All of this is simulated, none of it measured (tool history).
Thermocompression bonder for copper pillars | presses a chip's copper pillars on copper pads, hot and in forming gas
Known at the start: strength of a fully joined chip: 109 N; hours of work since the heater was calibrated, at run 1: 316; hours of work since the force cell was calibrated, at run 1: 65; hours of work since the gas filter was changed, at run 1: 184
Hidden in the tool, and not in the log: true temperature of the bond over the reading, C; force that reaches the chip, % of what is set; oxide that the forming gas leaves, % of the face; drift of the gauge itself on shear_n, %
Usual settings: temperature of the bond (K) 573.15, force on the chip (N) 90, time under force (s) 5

| run | day | temperature of the bond (K) | force on the chip (N) | time under force (s) | hours of work since the heater was calibrated | hours of work since the force cell was calibrated | hours of work since the gas filter was changed | force that shears a chip off (N) |
|---|---|---|---|---|---|---|---|---|
| 1 | 0.000 | 573.15 | 90 | 5 | 316 | 65 | 184 | 69.1 |
| 2 | 0.521 | 573.15 | 90 | 5 | 322 | 71 | 190 | 69.0 |
| 3 | 1.075 | 573.15 | 90 | 5 | 328 | 77 | 197 | 68.8 |
| 4 | 1.779 | 573.15 | 90 | 5 | 336 | 85 | 205 | 69.7 |
| 5 | 2.292 | 573.15 | 131 | 5 | 342 | 91 | 211 | 80.9 |
| 6 | 2.629 | 573.15 | 131 | 5 | 346 | 95 | 214 | 80.6 |
| 7 | 3.079 | 573.15 | 90 | 5 | 351 | 100 | 220 | 67.7 |
| 8 | 3.829 | 573.15 | 90 | 5 | 360 | 109 | 228 | 68.1 |
| 9 | 4.238 | 573.15 | 90 | 5 | 364 | 113 | 233 | 66.9 |
| 10 | 4.654 | 573.15 | 90 | 5 | 369 | 118 | 238 | 67.2 |
| 11 | 5.408 | 573.15 | 135 | 5 | 378 | 127 | 246 | 81.0 |
| 12 | 6.062 | 578.15 | 90 | 5 | 385 | 134 | 254 | 69.9 |
| 13 | 6.742 | 578.15 | 90 | 5 | 393 | 142 | 262 | 68.9 |
| 14 | 7.146 | 594.15 | 90 | 5 | 398 | 147 | 266 | 78.6 |
| 15 | 7.888 | 573.15 | 90 | 4 | 406 | 155 | 275 | 61.6 |
|  | 8.196 | forming gas filter changed |
| 16 | 8.562 | 573.15 | 90 | 5 | 414 | 163 | 4 | 74.1 |
| 17 | 9.038 | 573.15 | 90 | 5 | 419 | 168 | 10 | 72.8 |
| 18 | 9.688 | 593.15 | 115 | 3 | 427 | 176 | 17 | 86.7 |
| 19 | 10.058 | 573.15 | 56 | 6 | 431 | 180 | 21 | 58.2 |
| 20 | 10.612 | 574.15 | 56 | 6 | 437 | 186 | 28 | 58.5 |
| 21 | 11.146 | 596.15 | 103 | 3 | 444 | 192 | 34 | 84.4 |
| 22 | 11.488 | 557.15 | 98 | 8 | 447 | 196 | 38 | 71.3 |
| 23 | 12.138 | 573.15 | 98 | 10 | 455 | 204 | 45 | 87.9 |
| 24 | 12.721 | 573.15 | 98 | 10 | 462 | 211 | 52 | 87.3 |
| 25 | 13.133 | 598.15 | 98 | 10 | 466 | 215 | 57 | 100.1 |
| 26 | 13.742 | 598.15 | 98 | 8 | 473 | 222 | 64 | 96.6 |
| 27 | 14.125 | 592.15 | 106 | 6 | 478 | 227 | 68 | 92.3 |
| 28 | 14.571 | 592.15 | 106 | 6 | 483 | 232 | 73 | 92.3 |
| 29 | 15.238 | 561.15 | 127 | 4 | 491 | 240 | 81 | 70.1 |
| 30 | 15.617 | 561.15 | 127 | 4 | 495 | 244 | 85 | 68.2 |
| 31 | 16.067 | 561.15 | 127 | 3 | 500 | 249 | 90 | 62.7 |

Forecast each of these 4 alternatives for the next run:
| A | 16.533 | 573.15 | 90 | 6 | 505 | 254 | 96 | ? |
| B | 16.533 | 561.15 | 127 | 5 | 505 | 254 | 96 | ? |
| C | 16.533 | 560.15 | 79 | 3 | 505 | 254 | 96 | ? |
| D | 16.533 | 576.15 | 127 | 4 | 505 | 254 | 96 | ? |

| run | force that shears a chip off (N) |
|---|---|
| A | 73.5 |
| B | 72.9 |
| C | 45.9 |
| D | 80.0 |
Without the tool's hidden state the same runs would have given:
| run | force that shears a chip off (N) |
|---|---|
| A | 81.3 |
| B | 81.1 |
| C | 52.5 |
| D | 87.7 |
